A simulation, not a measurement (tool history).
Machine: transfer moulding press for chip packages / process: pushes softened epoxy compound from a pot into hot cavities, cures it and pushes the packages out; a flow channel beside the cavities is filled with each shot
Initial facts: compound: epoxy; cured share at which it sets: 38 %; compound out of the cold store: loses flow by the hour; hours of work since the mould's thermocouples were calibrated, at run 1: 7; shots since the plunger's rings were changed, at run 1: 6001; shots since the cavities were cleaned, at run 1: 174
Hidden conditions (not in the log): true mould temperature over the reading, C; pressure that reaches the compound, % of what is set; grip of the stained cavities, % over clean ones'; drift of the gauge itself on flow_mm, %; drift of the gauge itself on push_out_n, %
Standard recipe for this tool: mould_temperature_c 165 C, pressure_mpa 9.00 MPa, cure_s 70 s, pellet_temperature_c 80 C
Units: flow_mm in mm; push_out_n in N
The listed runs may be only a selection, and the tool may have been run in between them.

run   hour  mould_temperature_c  pressure_mpa  cure_s  pellet_temperature_c  hours of work since the mould's thermocouples were calibrated  shots since the plunger's rings were changed  shots since the cavities were cleaned  incoming compound's hours out of the cold store  flow_mm  push_out_n
  1    0.0                  165          9.00      70                    80                                                              7                                          6001                                    174                                             17.4      707         718
      19.5  -- plunger's sealing rings changed
      21.0  -- cavities cleaned with cleaning compound and waxed
  2   24.3                  165          9.00      70                    80                                                             22                                            56                                     56                                             18.3      755         866
      48.7  -- cavities cleaned with cleaning compound and waxed
  3   58.2                  165          9.00      70                    80                                                             45                                           610                                    163                                             34.7      706         660
      76.1  -- cavities cleaned with cleaning compound and waxed
  4   98.2                  165          9.00      70                    80                                                             73                                          1269                                    378                                             21.1      739         772
     105.2  -- cavities cleaned with cleaning compound and waxed
  5  128.6                  165          9.89      70                    80                                                             94                                          1764                                    400                                             47.8      698         748
     132.6  -- cavities cleaned with cleaning compound and waxed
     160.7  -- cavities cleaned with cleaning compound and waxed
  6  167.5                  165          9.89      70                    80                                                            120                                          2380                                    117                                             39.1      713         639
     188.8  -- cavities cleaned with cleaning compound and waxed
  7  196.5                  165          9.00      70                    80                                                            140                                          2849                                    131                                             16.0      739         671
     216.8  -- cavities cleaned with cleaning compound and waxed
     237.9  -- cavities cleaned with cleaning compound and waxed, once more
  8  237.9                  165          9.00      74                    80                                                            167                                          3507                                      0                                             31.4      694         490
     266.7  -- cavities cleaned with cleaning compound and waxed
  9  275.3                  165          9.00      74                    80                                                            193                                          4120                                    147                                             45.5      655         562
     293.9  -- cavities cleaned with cleaning compound and waxed
 10  302.7                  165          9.00      86                    80                                                            212                                          4564                                    150                                              8.7      745         525
     321.1  -- cavities cleaned with cleaning compound and waxed
 11  333.1                  159          9.00      70                    80                                                            233                                          5059                                    205                                             34.6      695        1030
     350.1  -- cavities cleaned with cleaning compound and waxed
 12  362.8                  165          9.00      70                    78                                                            253                                          5541                                    217                                             25.2      696         714
     377.6  -- cavities cleaned with cleaning compound and waxed
 13  380.3                  165          9.00      91                    80                                                            265                                          5816                                     46                                             17.8      711         445

Expected results for the next run?
 14  399.8                  165          9.00      51                    86                                                            279                                          6149                                    379                                             21.4        ?           ?

flow_mm: 697 mm
push_out_n: 1565 N
The same run, on a tool lacking any hidden state, would have yielded flow_mm 750 mm, push_out_n 1157 N.
